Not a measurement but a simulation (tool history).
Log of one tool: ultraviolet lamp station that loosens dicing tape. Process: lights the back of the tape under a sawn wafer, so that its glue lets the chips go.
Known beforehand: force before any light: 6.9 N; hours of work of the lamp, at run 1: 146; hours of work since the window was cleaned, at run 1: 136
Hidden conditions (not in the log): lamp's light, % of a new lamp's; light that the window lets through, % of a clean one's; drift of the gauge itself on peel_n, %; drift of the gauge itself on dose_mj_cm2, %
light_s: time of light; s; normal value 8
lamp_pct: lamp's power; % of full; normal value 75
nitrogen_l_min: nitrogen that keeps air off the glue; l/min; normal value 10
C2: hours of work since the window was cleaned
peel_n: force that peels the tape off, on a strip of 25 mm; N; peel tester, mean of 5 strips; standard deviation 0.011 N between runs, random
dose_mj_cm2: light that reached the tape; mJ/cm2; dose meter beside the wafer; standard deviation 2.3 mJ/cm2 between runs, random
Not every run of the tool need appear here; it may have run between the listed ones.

Run 1, day 0: usual settings; hours of work of the lamp 146; C2 136. Result: peel_n 0.636 N, dose_mj_cm2 213 mJ/cm2.
Run 2, day 0.475: usual settings; hours of work of the lamp 152; C2 142. Result: peel_n 0.69 N, dose_mj_cm2 210 mJ/cm2.
Run 3, day 0.912: usual settings; hours of work of the lamp 157; C2 147. Result: peel_n 0.656 N, dose_mj_cm2 209 mJ/cm2.
Run 4, day 1.317: usual settings; hours of work of the lamp 162; C2 153. Result: peel_n 0.656 N, dose_mj_cm2 210 mJ/cm2.
Run 5, day 1.654: usual settings; hours of work of the lamp 167; C2 157. Result: peel_n 0.637 N, dose_mj_cm2 210 mJ/cm2.
Run 6, day 2.108: usual settings; hours of work of the lamp 172; C2 163. Result: peel_n 0.642 N, dose_mj_cm2 208 mJ/cm2.
Run 7, day 2.6: usual settings; hours of work of the lamp 179; C2 169. Result: peel_n 0.68 N, dose_mj_cm2 209 mJ/cm2.
Run 8, day 3.188: usual settings; hours of work of the lamp 186; C2 176. Result: peel_n 0.685 N, dose_mj_cm2 210 mJ/cm2.
Run 9, day 3.771: usual settings; hours of work of the lamp 193; C2 183. Result: peel_n 0.688 N, dose_mj_cm2 205 mJ/cm2.
Run 10, day 4.146: usual settings; hours of work of the lamp 198; C2 188. Result: peel_n 0.692 N, dose_mj_cm2 208 mJ/cm2.
Run 11, day 4.421: usual settings; hours of work of the lamp 202; C2 192. Result: peel_n 0.688 N, dose_mj_cm2 203 mJ/cm2.
Run 12, day 4.9: usual settings; hours of work of the lamp 208; C2 198. Result: peel_n 0.714 N, dose_mj_cm2 201 mJ/cm2.
Run 13, day 5.296: usual settings; hours of work of the lamp 213; C2 203. Result: peel_n 0.703 N, dose_mj_cm2 202 mJ/cm2.
Run 14, day 5.821: usual settings; hours of work of the lamp 219; C2 209. Result: peel_n 0.734 N, dose_mj_cm2 203 mJ/cm2.
Run 15, day 6.379: usual settings but light_s 11 s, nitrogen_l_min 5 l/min; hours of work of the lamp 226; C2 216. Result: peel_n 0.514 N, dose_mj_cm2 278 mJ/cm2.
Run 16, day 6.792: usual settings but light_s 11 s, nitrogen_l_min 5 l/min; hours of work of the lamp 232; C2 222. Result: peel_n 0.502 N, dose_mj_cm2 275 mJ/cm2.
Run 17, day 7.312: usual settings but light_s 5 s, lamp_pct 81 % of full, nitrogen_l_min 7 l/min; hours of work of the lamp 238; C2 228. Result: peel_n 1.602 N, dose_mj_cm2 132 mJ/cm2.
Run 18, day 7.558: usual settings but light_s 5 s, lamp_pct 81 % of full, nitrogen_l_min 7 l/min; hours of work of the lamp 241; C2 231. Result: peel_n 1.595 N, dose_mj_cm2 135 mJ/cm2.
Run 19, day 8.046: usual settings but light_s 14 s, nitrogen_l_min 19 l/min; hours of work of the lamp 247; C2 237. Result: peel_n 0.179 N, dose_mj_cm2 346 mJ/cm2.
At day 8.258: window cleaned of glue's vapour.
Run 20, day 8.483: usual settings but lamp_pct 79 % of full; hours of work of the lamp 253; C2 3. Result: peel_n 0.536 N, dose_mj_cm2 237 mJ/cm2.
Run 21, day 8.746: usual settings but light_s 13 s, lamp_pct 68 % of full, nitrogen_l_min 9 l/min; hours of work of the lamp 256; C2 6. Result: peel_n 0.279 N, dose_mj_cm2 327 mJ/cm2.
Run 22, day 9.333: usual settings but light_s 16 s, lamp_pct 76 % of full, nitrogen_l_min 5 l/min; hours of work of the lamp 263; C2 14. Result: peel_n 0.186 N, dose_mj_cm2 448 mJ/cm2.
Run 23, day 9.875: usual settings but light_s 16 s, lamp_pct 76 % of full, nitrogen_l_min 5 l/min; hours of work of the lamp 270; C2 20. Result: peel_n 0.183 N, dose_mj_cm2 437 mJ/cm2.
Run 24, day 10.225: usual settings but light_s 4 s, lamp_pct 81 % of full, nitrogen_l_min 6 l/min; hours of work of the lamp 275; C2 25. Result: peel_n 2.065 N, dose_mj_cm2 117 mJ/cm2.
Run 25, day 10.792: usual settings but light_s 12 s, lamp_pct 93 % of full, nitrogen_l_min 6 l/min; hours of work of the lamp 282; C2 32. Result: peel_n 0.197 N, dose_mj_cm2 404 mJ/cm2.
Run 26, day 11.304: usual settings but light_s 7 s, lamp_pct 74 % of full, nitrogen_l_min 4 l/min; hours of work of the lamp 288; C2 38. Result: peel_n 1.191 N, dose_mj_cm2 188 mJ/cm2.
Run 27, day 11.812: usual settings but light_s 12 s, lamp_pct 67 % of full, nitrogen_l_min 18 l/min; hours of work of the lamp 295; C2 45. Result: peel_n 0.256 N, dose_mj_cm2 292 mJ/cm2.
Run 28, day 12.096: usual settings but light_s 12 s, lamp_pct 67 % of full, nitrogen_l_min 18 l/min; hours of work of the lamp 298; C2 48. Result: peel_n 0.271 N, dose_mj_cm2 286 mJ/cm2.

Here are 5 independent what-if runs from the current tool condition. What would each one return?
Run A, day 12.35: usual settings but light_s 6 s, nitrogen_l_min 15 l/min; hours of work of the lamp 302; C2 52. Result: peel_n ?, dose_mj_cm2 ?.
Run B, day 12.35: usual settings but light_s 6 s, lamp_pct 74 % of full, nitrogen_l_min 3 l/min; hours of work of the lamp 302; C2 52. Result: peel_n ?, dose_mj_cm2 ?.
Run C, day 12.35: usual settings but light_s 13 s, lamp_pct 80 % of full, nitrogen_l_min 18 l/min; hours of work of the lamp 302; C2 52. Result: peel_n ?, dose_mj_cm2 ?.
Run D, day 12.35: usual settings but light_s 10 s, lamp_pct 63 % of full, nitrogen_l_min 3 l/min; hours of work of the lamp 302; C2 52. Result: peel_n ?, dose_mj_cm2 ?.
Run E, day 12.35: usual settings but lamp_pct 84 % of full; hours of work of the lamp 302; C2 52. Result: peel_n ?, dose_mj_cm2 ?.

run  peel_n  dose_mj_cm2
  A   1.004          159
  B   1.693          160
  C   0.175          372
  D   0.984          225
  E   0.508          237
Stripped of hidden state, with their random variation kept, the same runs would have yielded:
run  peel_n  dose_mj_cm2
  A   0.831          176
  B   1.469          177
  C   0.155          411
  D   0.816          248
  E   0.407          262
